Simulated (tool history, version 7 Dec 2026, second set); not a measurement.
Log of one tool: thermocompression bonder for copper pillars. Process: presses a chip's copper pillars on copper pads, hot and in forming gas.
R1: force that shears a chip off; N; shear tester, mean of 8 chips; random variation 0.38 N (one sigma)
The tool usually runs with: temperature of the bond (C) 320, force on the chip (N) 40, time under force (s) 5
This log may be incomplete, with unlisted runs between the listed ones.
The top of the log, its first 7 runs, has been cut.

Run 8, hour 110.3: usual settings. Result: R1 45.8 N.
Run 9, hour 131.7: usual settings but time under force (s) 3. Result: R1 37.5 N.
Run 10, hour 144.5: usual settings but time under force (s) 3. Result: R1 37.2 N.
Run 11, hour 164.1: usual settings but time under force (s) 4. Result: R1 41.5 N.
Run 12, hour 175.9: usual settings but time under force (s) 3. Result: R1 36.6 N.
Run 13, hour 185.9: usual settings. Result: R1 45.6 N.
Run 14, hour 201.3: usual settings. Result: R1 45.5 N.
Run 15, hour 218.8: usual settings. Result: R1 44.8 N.
Run 16, hour 229.5: usual settings but temperature of the bond (C) 348, force on the chip (N) 38. Result: R1 53.9 N.
Run 17, hour 245.2: usual settings but temperature of the bond (C) 292, force on the chip (N) 41. Result: R1 36.8 N.
Run 18, hour 254.1: usual settings but temperature of the bond (C) 302, force on the chip (N) 25, time under force (s) 7. Result: R1 31.6 N.
Run 19, hour 271.6: usual settings but temperature of the bond (C) 302, force on the chip (N) 25, time under force (s) 7. Result: R1 31.5 N.
Run 20, hour 292.7: usual settings but temperature of the bond (C) 302, force on the chip (N) 25, time under force (s) 7. Result: R1 31.9 N.
Run 21, hour 314.1: usual settings but temperature of the bond (C) 302, force on the chip (N) 39. Result: R1 38.1 N.
Run 22, hour 335.0: usual settings but temperature of the bond (C) 298, force on the chip (N) 59, time under force (s) 7. Result: R1 55.3 N.
Run 23, hour 347.6: usual settings but temperature of the bond (C) 309. Result: R1 41.7 N.
Run 24, hour 362.9: usual settings but temperature of the bond (C) 309, time under force (s) 3. Result: R1 33.1 N.
Run 25, hour 378.5: usual settings but temperature of the bond (C) 296, force on the chip (N) 55, time under force (s) 3. Result: R1 37.4 N.
Run 26, hour 389.5: usual settings but temperature of the bond (C) 317, force on the chip (N) 42, time under force (s) 11. Result: R1 61.3 N.
Run 27, hour 407.3: usual settings but force on the chip (N) 27, time under force (s) 10. Result: R1 45.4 N.
Run 28, hour 425.2: usual settings but temperature of the bond (C) 299, force on the chip (N) 36, time under force (s) 13. Result: R1 51.4 N.
Run 29, hour 437.4: usual settings but temperature of the bond (C) 299, force on the chip (N) 36, time under force (s) 13. Result: R1 51.6 N.
Run 30, hour 452.2: usual settings but temperature of the bond (C) 326, force on the chip (N) 24. Result: R1 32.9 N.

Branching from run 30: 3 alternative next runs. What would each branch give?
At hour 464.2: heater calibrated with a thermocouple chip.
Run A, hour 470.6: usual settings but temperature of the bond (C) 322, force on the chip (N) 29, time under force (s) 13. Result: R1 ?.
At hour 464.2: heater calibrated with a thermocouple chip.
Run B, hour 470.6: usual settings but force on the chip (N) 28, time under force (s) 6. Result: R1 ?.
At hour 464.2: heater calibrated with a thermocouple chip.
Run C, hour 470.6: usual settings but force on the chip (N) 31, time under force (s) 3. Result: R1 ?.

run    R1
  A  53.8
  B  37.8
  C  30.4
With no hidden state in the tool, these same runs would have given:
run    R1
  A  54.0
  B  37.9
  C  30.5

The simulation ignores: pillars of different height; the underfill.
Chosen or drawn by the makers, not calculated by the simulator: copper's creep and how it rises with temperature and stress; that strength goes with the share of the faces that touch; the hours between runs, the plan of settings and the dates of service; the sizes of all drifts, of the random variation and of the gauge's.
